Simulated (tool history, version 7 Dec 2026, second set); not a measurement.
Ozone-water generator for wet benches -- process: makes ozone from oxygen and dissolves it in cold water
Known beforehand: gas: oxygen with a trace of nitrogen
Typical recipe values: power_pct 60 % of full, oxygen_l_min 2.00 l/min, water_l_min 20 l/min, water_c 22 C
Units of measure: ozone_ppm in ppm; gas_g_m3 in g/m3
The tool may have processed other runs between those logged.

| run | hour | power_pct | oxygen_l_min | water_l_min | water_c | ozone_ppm | gas_g_m3 |
|---|---|---|---|---|---|---|---|
| 1 | 0.0 | 60 | 2.00 | 20 | 22 | 6.07 | 129.2 |
| 2 | 173.4 | 60 | 2.00 | 20 | 22 | 6.02 | 129.1 |
| 3 | 291.4 | 60 | 1.61 | 20 | 22 | 5.71 | 140.1 |
| 4 | 412.4 | 60 | 1.61 | 20 | 22 | 5.67 | 137.7 |
| 5 | 547.9 | 60 | 1.61 | 20 | 22 | 5.43 | 138.3 |
| 6 | 710.1 | 60 | 1.61 | 20 | 22 | 5.60 | 137.0 |
| 7 | 841.2 | 60 | 2.00 | 27 | 22 | 4.06 | 127.3 |
| 8 | 915.0 | 60 | 2.00 | 27 | 22 | 4.28 | 126.8 |
| 9 | 1021.0 | 60 | 2.00 | 20 | 17 | 6.14 | 126.4 |
| 10 | 1102.9 | 60 | 2.00 | 20 | 22 | 5.88 | 128.0 |
| 11 | 1285.2 | 60 | 2.00 | 20 | 22 | 5.90 | 126.3 |
| 12 | 1454.1 | 60 | 2.00 | 20 | 22 | 5.71 | 126.9 |
| 13 | 1529.1 | 60 | 2.00 | 20 | 22 | 5.78 | 125.7 |
| 14 | 1709.9 | 60 | 2.00 | 20 | 16 | 6.19 | 125.6 |
| 15 | 1811.6 | 60 | 1.92 | 20 | 16 | 6.14 | 127.6 |
| 16 | 1924.4 | 60 | 1.92 | 20 | 17 | 5.97 | 127.8 |
| 17 | 2098.4 | 60 | 1.92 | 20 | 17 | 5.82 | 128.3 |
| 18 | 2274.9 | 45 | 1.92 | 19 | 14 | 5.66 | 109.2 |
| 19 | 2429.8 | 60 | 2.00 | 24 | 22 | 4.65 | 123.3 |
| 20 | 2562.2 | 63 | 2.00 | 20 | 27 | 5.80 | 125.4 |
| 21 | 2723.9 | 63 | 2.29 | 12 | 27 | 9.76 | 119.9 |
| 22 | 2837.9 | 47 | 1.58 | 15 | 18 | 6.71 | 121.4 |
| 23 | 3009.3 | 47 | 1.58 | 15 | 18 | 6.58 | 121.6 |
| 24 | 3107.3 | 47 | 1.53 | 15 | 18 | 6.52 | 120.0 |
| 25 | 3245.3 | 90 | 2.00 | 30 | 23 | 4.29 | 147.1 |
| 26 | 3392.1 | 60 | 1.77 | 23 | 25 | 4.47 | 127.8 |
| 27 | 3486.9 | 60 | 1.75 | 20 | 20 | 5.67 | 127.4 |
| 28 | 3623.8 | 60 | 3.27 | 20 | 20 | 6.94 | 101.3 |
| 29 | 3713.7 | 71 | 3.27 | 20 | 20 | 7.38 | 109.9 |
| 30 | 3804.9 | 71 | 3.27 | 20 | 20 | 7.33 | 109.1 |
| 31 | 3925.7 | 71 | 3.27 | 20 | 20 | 7.34 | 107.8 |
| 32 | 4038.3 | 71 | 3.27 | 20 | 20 | 7.23 | 108.7 |

Put back what was entered between runs (1 entry, withheld): which listed runs does each sit between, and how does the hidden state differ from the listed run before to the listed run after?
Run 19 -> run 20: contactor cleaned (hour 2523.5)
  yield of the discharge, % of new electrodes': 85.1 -> 85; contactor's efficiency, % of a clean one's: 95.6 -> 99.9; true water temperature over the reading, C: 0.29 -> 0.3
  what was measured, less what the result would be without the hidden state, ozone_ppm: -0.90 -> -1.00 ppm; gas_g_m3: -19.7 -> -21.1 g/m3
